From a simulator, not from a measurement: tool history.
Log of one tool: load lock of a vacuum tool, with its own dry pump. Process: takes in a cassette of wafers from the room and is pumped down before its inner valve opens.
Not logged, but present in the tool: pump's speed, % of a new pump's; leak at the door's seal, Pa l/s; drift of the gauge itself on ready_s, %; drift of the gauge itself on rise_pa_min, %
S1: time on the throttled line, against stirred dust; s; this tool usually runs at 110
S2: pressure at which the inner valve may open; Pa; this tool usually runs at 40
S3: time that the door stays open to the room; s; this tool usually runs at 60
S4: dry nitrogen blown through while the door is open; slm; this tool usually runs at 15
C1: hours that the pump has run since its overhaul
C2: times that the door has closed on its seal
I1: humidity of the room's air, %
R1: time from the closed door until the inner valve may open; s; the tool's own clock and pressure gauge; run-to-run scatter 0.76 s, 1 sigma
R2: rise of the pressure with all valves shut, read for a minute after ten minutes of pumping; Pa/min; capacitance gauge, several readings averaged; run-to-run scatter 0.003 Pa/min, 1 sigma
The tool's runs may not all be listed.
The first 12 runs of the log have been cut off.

{"run": 13, "hour": 4096.9, "S1": 110, "S2": 40, "S3": 60, "S4": 15, "C1": 5326, "C2": 10123, "I1": 49.6, "R1": 138, "R2": 0.114}
{"run": 14, "hour": 4456.0, "S1": 110, "S2": 40, "S3": 60, "S4": 8, "C1": 5686, "C2": 11897, "I1": 45.5, "R1": 137.4, "R2": 0.142}
{"run": 15, "hour": 4893.2, "S1": 110, "S2": 40, "S3": 60, "S4": 8, "C1": 6123, "C2": 14057, "I1": 49, "R1": 137.2, "R2": 0.165}
{"run": 16, "hour": 5235.7, "S1": 110, "S2": 40, "S3": 60, "S4": 15, "C1": 6465, "C2": 15749, "I1": 48.7, "R1": 139.3, "R2": 0.192}
{"run": 17, "hour": 5528.1, "S1": 110, "S2": 40, "S3": 60, "S4": 15, "C1": 6758, "C2": 17193, "I1": 42.7, "R1": 137.7, "R2": 0.207}
{"run": 18, "hour": 5878.0, "S1": 110, "S2": 70, "S3": 60, "S4": 15, "C1": 7108, "C2": 18922, "I1": 43.2, "R1": 136.8, "R2": 0.245}
{"run": 19, "hour": 6248.8, "S1": 110, "S2": 70, "S3": 60, "S4": 15, "C1": 7478, "C2": 20754, "I1": 47.3, "R1": 136, "R2": 0.28}
{"run": 20, "hour": 6707.0, "S1": 110, "S2": 40, "S3": 60, "S4": 30, "C1": 7937, "C2": 23018, "I1": 46.7, "R1": 139.3, "R2": 0.334}
{"run": 21, "hour": 7158.6, "S1": 56, "S2": 40, "S3": 60, "S4": 30, "C1": 8388, "C2": 25249, "I1": 41.9, "R1": 90.6, "R2": 0.372}
{"run": 22, "hour": 7588.3, "S1": 56, "S2": 40, "S3": 60, "S4": 30, "C1": 8818, "C2": 27372, "I1": 43.2, "R1": 90.9, "R2": 0.41}
{"run": 23, "hour": 7908.2, "S1": 88, "S2": 40, "S3": 60, "S4": 31, "C1": 9138, "C2": 28952, "I1": 46.4, "R1": 120, "R2": 0.458}
{"run": 24, "hour": 8321.6, "S1": 159, "S2": 40, "S3": 60, "S4": 15, "C1": 9551, "C2": 30995, "I1": 45.1, "R1": 183.8, "R2": 0.513}
{"hour": 8410.0, "done": "door's seal changed, seat wiped"}
{"run": 25, "hour": 8597.5, "S1": 85, "S2": 67, "S3": 60, "S4": 15, "C1": 9826, "C2": 926, "I1": 48.6, "R1": 114.5, "R2": 0.035}
{"run": 26, "hour": 8934.8, "S1": 85, "S2": 67, "S3": 60, "S4": 15, "C1": 10163, "C2": 2593, "I1": 45.2, "R1": 114.5, "R2": 0.035}
{"run": 27, "hour": 9227.5, "S1": 154, "S2": 67, "S3": 48, "S4": 15, "C1": 10456, "C2": 4039, "I1": 46.7, "R1": 176.2, "R2": 0.054}
{"run": 28, "hour": 9489.0, "S1": 154, "S2": 67, "S3": 48, "S4": 15, "C1": 10717, "C2": 5331, "I1": 44.7, "R1": 175.2, "R2": 0.06}
{"run": 29, "hour": 9800.3, "S1": 154, "S2": 67, "S3": 48, "S4": 15, "C1": 11028, "C2": 6869, "I1": 41.6, "R1": 177.4, "R2": 0.071}
{"run": 30, "hour": 9987.5, "S1": 130, "S2": 30, "S3": 238, "S4": 15, "C1": 11216, "C2": 7793, "I1": 45.9, "R1": 160.6, "R2": 0.118}
{"run": 31, "hour": 10329.1, "S1": 130, "S2": 30, "S3": 238, "S4": 15, "C1": 11557, "C2": 9481, "I1": 44.3, "R1": 160.2, "R2": 0.126}
{"run": 32, "hour": 10663.1, "S1": 171, "S2": 28, "S3": 238, "S4": 15, "C1": 11891, "C2": 11131, "I1": 47.6, "R1": 198.4, "R2": 0.162}
{"run": 33, "hour": 11081.4, "S1": 205, "S2": 28, "S3": 238, "S4": 35, "C1": 12309, "C2": 13198, "I1": 40.3, "R1": 226.9, "R2": 0.16}
{"run": 34, "hour": 11529.6, "S1": 205, "S2": 28, "S3": 238, "S4": 35, "C1": 12758, "C2": 15412, "I1": 47.8, "R1": 227.6, "R2": 0.214}
{"run": 35, "hour": 11895.7, "S1": 205, "S2": 28, "S3": 35, "S4": 35, "C1": 13124, "C2": 17221, "I1": 43.4, "R1": 225.6, "R2": 0.197}
{"run": 36, "hour": 12362.6, "S1": 201, "S2": 39, "S3": 60, "S4": 7, "C1": 13591, "C2": 19527, "I1": 45.8, "R1": 222.7, "R2": 0.268}

Branching from run 36: 5 alternative next runs. What would each branch give?
{"run": "A", "hour": 12683.0, "S1": 83, "S2": 39, "S3": 60, "S4": 7, "C1": 13911, "C2": 21110, "I1": 44.5, "R1": "?", "R2": "?"}
{"run": "B", "hour": 12683.0, "S1": 111, "S2": 40, "S3": 60, "S4": 15, "C1": 13911, "C2": 21110, "I1": 44.6, "R1": "?", "R2": "?"}
{"run": "C", "hour": 12683.0, "S1": 201, "S2": 39, "S3": 47, "S4": 5, "C1": 13911, "C2": 21110, "I1": 44.8, "R1": "?", "R2": "?"}
{"run": "D", "hour": 12683.0, "S1": 110, "S2": 34, "S3": 44, "S4": 35, "C1": 13911, "C2": 21110, "I1": 44.3, "R1": "?", "R2": "?"}
{"run": "E", "hour": 12683.0, "S1": 203, "S2": 69, "S3": 27, "S4": 15, "C1": 13911, "C2": 21110, "I1": 44.6, "R1": "?", "R2": "?"}

run=A R1=117.2 R2=0.293
run=B R1=142.1 R2=0.279
run=C R1=224.4 R2=0.283
run=D R1=143.3 R2=0.272
run=E R1=222.3 R2=0.278
Without the tool's unlogged condition, the same runs would have read:
run=A R1=110.6 R2=0.031
run=B R1=136.2 R2=0.022
run=C R1=220.2 R2=0.024
run=D R1=137 R2=0.014
run=E R1=218.7 R2=0.017
